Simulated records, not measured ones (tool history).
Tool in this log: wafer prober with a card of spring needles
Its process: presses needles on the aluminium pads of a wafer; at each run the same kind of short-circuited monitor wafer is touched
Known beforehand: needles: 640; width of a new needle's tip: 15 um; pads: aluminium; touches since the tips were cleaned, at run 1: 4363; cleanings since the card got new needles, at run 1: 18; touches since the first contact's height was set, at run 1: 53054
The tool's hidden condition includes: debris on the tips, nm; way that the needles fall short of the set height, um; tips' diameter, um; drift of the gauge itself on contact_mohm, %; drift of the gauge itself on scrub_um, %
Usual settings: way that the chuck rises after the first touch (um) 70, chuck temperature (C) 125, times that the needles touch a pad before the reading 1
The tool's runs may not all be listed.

run	hour	way that the chuck rises after the first touch (um)	chuck temperature (C)	times that the needles touch a pad before the reading	touches since the tips were cleaned	cleanings since the card got new needles	touches since the first contact's height was set	resistance of one needle with its contact and lead (mohm)	way that a needle slides on the pad (um)
1	0	70	125	1	4363	18	53054	428	18.89
# hour 6.8: tips cleaned on abrasive film
2	19.3	70	125	1	6890	19	63626	454	18.87
# hour 22.5: tips cleaned on abrasive film
# hour 37.4: tips cleaned on abrasive film
3	41.8	70	125	1	2389	21	75863	384	18.84
# hour 53.6: tips cleaned on abrasive film
4	54.2	70	125	1	342	22	82650	334	18.83
# hour 69.5: tips cleaned on abrasive film
5	77.8	70	125	1	4548	23	95575	435	18.79
# hour 84.3: tips cleaned on abrasive film
6	95.9	70	125	2	6381	24	105494	394	18.78
# hour 98.6: tips cleaned on abrasive film
# hour 114.7: tips cleaned on abrasive film
7	118.6	70	125	1	2192	26	117880	395	18.76
# hour 126.9: height of the first contact set anew
# hour 130.6: tips cleaned on abrasive film
8	137.1	70	125	1	3603	27	5566	406	18.99
# hour 145.4: tips cleaned on abrasive film
# hour 160.1: tips cleaned on abrasive film
9	160.1	80	125	1	0	29	18109	311	21.65
10	173	70	97	1	7094	29	25203	465	18.95
# hour 174.6: tips cleaned on abrasive film
11	187.2	70	97	1	6954	30	32951	464	18.95
# hour 190.1: tips cleaned on abrasive film
# hour 204.9: tips cleaned on abrasive film
12	209.2	70	125	1	2337	32	44917	387	18.9
# hour 220: tips cleaned on abrasive film
13	228.6	70	125	1	4706	33	55542	440	18.91
# hour 234.5: tips cleaned on abrasive film
14	247.2	70	70	1	7016	34	65749	473	18.88
# hour 249.4: tips cleaned on abrasive film
# hour 264: tips cleaned on abrasive film
15	265.2	70	70	1	615	36	75493	322	18.84
# hour 279.5: tips cleaned on abrasive film
16	280.2	70	125	1	426	37	83726	337	18.83
# hour 293.7: tips cleaned on abrasive film
17	295.4	65	123	2	905	38	92005	340	17.46
# hour 308: tips cleaned on abrasive film
18	313	65	123	2	2734	39	101626	375	17.42
# hour 323.1: tips cleaned on abrasive film
19	323.1	82	56	1	0	40	107150	295	22.03
# hour 338.1: tips cleaned on abrasive film
20	346.6	72	125	2	4667	41	120025	382	19.3
# hour 350.3: height of the first contact set anew
# hour 352.7: tips cleaned on abrasive film
21	361.2	72	125	2	4649	42	5915	381	19.53
# hour 368.5: tips cleaned on abrasive film
# hour 383.6: tips cleaned on abrasive film
22	383.6	53	94	2	0	44	18137	320	14.33
23	393.4	84	94	3	5379	44	23516	336	22.75
# hour 398.6: tips cleaned on abrasive film
24	412.1	76	46	1	7457	45	33787	450	20.54
# hour 414.2: tips cleaned on abrasive film
# hour 429.5: tips cleaned on abrasive film
25	431.6	76	76	1	1150	47	44354	348	20.51
# hour 444.3: tips cleaned on abrasive film
26	447.3	53	125	1	1655	48	52977	415	14.25
# hour 458.8: tips cleaned on abrasive film
27	460.9	81	102	2	1148	49	60387	327	21.83
# hour 473.5: tips cleaned on abrasive film
28	482.8	81	102	2	5083	50	72360	361	21.81
# hour 488.2: tips cleaned on abrasive film
29	495.6	82	107	2	4052	51	79371	350	22.04
# hour 503.1: tips cleaned on abrasive film
30	508	82	107	2	2680	52	86111	343	22.06
# hour 518.9: tips cleaned on abrasive film
31	531.1	82	107	2	6702	53	98778	381	22.05

Below, some changes in resistance of one needle with its contact and lead (mohm) between adjacent runs. For each, the amount present without the hidden state too (settings, incoming material, random variation) and the amount remaining for the hidden state with gauge scatter not shared by both compared results:
Run 9 -> 10: way that the chuck rises after the first touch (um) 80 -> 70, chuck temperature (C) 125 -> 97. resistance of one needle with its contact and lead (mohm) +154: hidden state +152, all else +2.
Run 14 -> 15: tips cleaned on abrasive film, tips cleaned on abrasive film. resistance of one needle with its contact and lead (mohm) -151: hidden state -154, all else +3.
Run 23 -> 24: way that the chuck rises after the first touch (um) 84 -> 76, chuck temperature (C) 94 -> 46, times that the needles touch a pad before the reading 3 -> 1, tips cleaned on abrasive film. resistance of one needle with its contact and lead (mohm) +114: hidden state +127, all else -13.
